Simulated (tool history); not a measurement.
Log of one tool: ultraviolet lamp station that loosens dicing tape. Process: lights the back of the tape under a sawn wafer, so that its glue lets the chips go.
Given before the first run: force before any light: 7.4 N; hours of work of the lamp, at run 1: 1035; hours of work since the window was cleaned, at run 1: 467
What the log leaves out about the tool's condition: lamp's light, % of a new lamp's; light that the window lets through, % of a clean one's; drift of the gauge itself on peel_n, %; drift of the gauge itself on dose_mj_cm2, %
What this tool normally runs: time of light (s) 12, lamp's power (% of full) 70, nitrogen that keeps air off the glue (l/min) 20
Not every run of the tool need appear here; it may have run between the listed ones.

run	hour	time of light (s)	lamp's power (% of full)	nitrogen that keeps air off the glue (l/min)	hours of work of the lamp	hours of work since the window was cleaned	force that peels the tape off (N)	light that reached the tape (mJ/cm²)
1	0.0	12	70	20	1035	467	0.948	319
2	63.7	7	70	20	1060	492	2.106	184
3	121.1	7	70	20	1083	515	2.199	180
4	169.2	12	70	20	1103	534	0.962	305
5	232.3	12	70	20	1128	560	1.021	306
6	297.9	12	70	20	1154	586	1.022	301
7	332.0	12	96	20	1168	600	0.625	411
8	376.0	12	96	20	1186	617	0.570	402
9	414.8	12	96	20	1201	633	0.617	403
10	448.2	12	96	20	1215	646	0.606	400
11	483.2	12	96	20	1229	660	0.589	395
12	528.0	12	96	20	1247	678	0.615	398
# hour 547.0: window cleaned of glue's vapour
13	602.1	12	70	20	1276	22	1.189	277
14	657.7	12	70	20	1298	44	1.186	275
# hour 677.3: window cleaned of glue's vapour, once more
15	710.2	12	70	20	1319	13	0.992	301
16	758.8	12	70	20	1339	33	1.023	303
17	824.9	12	70	20	1365	59	1.069	299
18	862.8	12	70	20	1380	74	1.086	296
19	914.5	12	70	20	1401	95	1.105	286
20	945.4	12	70	20	1414	107	1.103	289
21	1004.4	12	70	20	1437	131	1.089	284
22	1046.2	12	70	20	1454	148	1.097	283
23	1104.9	10	75	17	1477	171	1.523	251
24	1152.2	10	96	20	1496	190	0.916	315
# hour 1181.4: lamp changed
25	1219.4	10	70	7	15	217	1.619	346
26	1266.6	10	70	7	34	236	1.721	341
27	1317.2	12	64	8	54	256	1.304	375
28	1364.5	13	80	40	73	275	0.249	506
29	1400.4	9	78	9	88	290	1.434	336
30	1454.8	18	70	12	110	311	0.388	607
31	1505.9	12	70	28	130	332	0.461	403
32	1565.2	9	67	23	154	356	1.027	287
33	1612.6	9	67	23	173	375	1.044	284
34	1686.3	9	67	23	202	404	1.039	281
35	1721.8	12	70	7	217	418	1.431	383
36	1787.9	7	98	20	243	445	0.940	310
37	1838.7	7	69	18	264	465	1.805	218
38	1892.7	7	69	18	285	487	1.803	216
39	1935.8	7	69	18	302	504	1.883	216
40	2006.7	7	95	13	331	533	1.406	294
41	2070.3	7	75	25	356	558	1.488	229
42	2138.0	19	76	7	384	585	0.626	629
43	2183.8	7	95	11	402	604	1.557	285
44	2239.8	19	99	19	424	626	0.204	799

3 options for the next run, each taken on its own from the tool as it stands now. Forecast them:
A	2285.8	11	99	10	443	644	?	?
B	2285.8	11	99	28	443	644	?	?
C	2285.8	7	99	19	443	644	?	?

run	force that peels the tape off (N)	light that reached the tape (mJ/cm²)
A	0.796	463
B	0.368	457
C	1.122	293
Without the tool's unlogged condition, the same runs would have read:
run	force that peels the tape off (N)	light that reached the tape (mJ/cm²)
A	0.537	566
B	0.268	559
C	0.776	359
